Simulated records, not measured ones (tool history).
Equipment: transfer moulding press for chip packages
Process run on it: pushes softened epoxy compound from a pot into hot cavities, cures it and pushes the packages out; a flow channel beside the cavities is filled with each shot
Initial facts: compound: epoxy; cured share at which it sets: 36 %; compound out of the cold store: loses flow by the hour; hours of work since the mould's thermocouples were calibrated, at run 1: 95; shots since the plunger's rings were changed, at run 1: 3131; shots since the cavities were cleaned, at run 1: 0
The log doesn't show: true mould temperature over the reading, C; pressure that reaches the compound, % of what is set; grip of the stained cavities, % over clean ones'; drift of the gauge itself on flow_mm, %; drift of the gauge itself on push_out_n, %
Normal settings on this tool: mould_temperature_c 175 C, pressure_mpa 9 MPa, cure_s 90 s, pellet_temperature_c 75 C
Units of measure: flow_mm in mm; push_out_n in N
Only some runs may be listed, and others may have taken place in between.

run   hour  mould_temperature_c  pressure_mpa  cure_s  pellet_temperature_c  hours of work since the mould's thermocouples were calibrated  shots since the plunger's rings were changed  shots since the cavities were cleaned  incoming compound's hours out of the cold store  flow_mm  push_out_n
  1      0                  175             9      90                    75                                                             95                                          3131                                      0                                             30.9      848         227
  2   21.3                  175             9      90                    75                                                            105                                          3324                                    193                                             12.6      880         288
  3   33.6                  175             9      75                    75                                                            111                                          3435                                    304                                             35.6      822         446
  4   52.1                  176             9      90                    75                                                            119                                          3602                                    471                                             36.8      821         367
      62.8  -- cavities cleaned with cleaning compound and waxed
  5   79.2                  176             9      90                    75                                                            130                                          3833                                    148                                             14.7      873         276
  6  107.5                  175             9      90                    75                                                            143                                          4089                                    404                                             22.5      848         374
     125.9  -- cavities cleaned with cleaning compound and waxed
  7  130.9                  175             9      90                    75                                                            153                                          4287                                     45                                               19      864         260
  8  150.9                  175             9      90                    75                                                            162                                          4468                                    226                                             31.1      824         302
  9  170.7                  175             9      90                    75                                                            171                                          4646                                    404                                             15.9      851         350
     186.9  -- cavities cleaned with cleaning compound and waxed
 10  196.5                  175             9      90                    75                                                            182                                          4866                                     86                                              9.7      858         278
 11  208.3                  175             9     127                    75                                                            187                                          4973                                    193                                             42.2      787         253
 12  221.6                  175             9      90                    75                                                            193                                          5093                                    313                                             19.1      829         335
 13  233.3                  175             9      90                    75                                                            198                                          5198                                    418                                             42.7      777         347
 14  245.8                  175             9      90                    75                                                            204                                          5312                                    532                                              8.9      850         377
     248.6  -- cavities cleaned with cleaning compound and waxed
 15  271.5                  175         10.37     103                    75                                                            215                                          5531                                    207                                               37      837         275
 16  289.5                  175          8.83     129                    75                                                            223                                          5693                                    369                                             22.9      815         299
     300.7  -- plunger's sealing rings changed
 17  305.7                  175          8.83     129                    75                                                            229                                            45                                    493                                             38.2      859         312
       312  -- cavities cleaned with cleaning compound and waxed
 18  327.4                  175          7.45     119                    75                                                            238                                           228                                    139                                             24.9      827         243
 19  344.5                  180          7.06      90                    85                                                            245                                           382                                    293                                             10.9      815         290
     348.3  -- mould's thermocouples calibrated
 20    366                  180           8.7     113                    85                                                              8                                           558                                    469                                             20.7      889         305
     375.9  -- cavities cleaned with cleaning compound and waxed
 21  382.5                  180           8.7     113                    85                                                             15                                           694                                     60                                             31.3      845         216
 22    407                  175             9     114                    83                                                             26                                           915                                    281                                             44.8      846         278
     433.4  -- mould's thermocouples calibrated, once more
     439.4  -- cavities cleaned with cleaning compound and waxed
 23  439.4                  179             9     114                    81                                                              2                                          1176                                      0                                             22.5      868         182
 24  453.5                  175          7.65      82                    81                                                              8                                          1304                                    128                                             46.9      757         297
 25  474.8                  175          8.03      82                    81                                                             18                                          1497                                    321                                             18.3      854         373
 26  491.3                  175          8.03      82                    81                                                             25                                          1645                                    469                                             16.4      870         431
     500.6  -- cavities cleaned with cleaning compound and waxed
 27  516.4                  175          8.03      82                    81                                                             36                                          1859                                    143                                             18.3      851         335
 28  529.5                  175          8.03      82                    81                                                             42                                          1977                                    261                                             26.7      828         375

Here are 4 independent what-if runs from the current tool condition. What would each one return?
  A  549.4                  178             9      90                    71                                                             51                                          2157                                    441                                               34        ?           ?
  B  549.4                  182         10.21      98                    81                                                             51                                          2157                                    441                                             33.5        ?           ?
  C  549.4                  180             9      94                    75                                                             51                                          2157                                    441                                             29.2        ?           ?
  D  549.4                  175          7.57      90                    75                                                             51                                          2157                                    441                                             41.3        ?           ?

run  flow_mm  push_out_n
  A      836         343
  B      881         299
  C      838         308
  D      753         352
Stripped of hidden state, with their random variation kept, the same runs would have yielded:
run  flow_mm  push_out_n
  A      876         215
  B      924         184
  C      878         188
  D      790         217
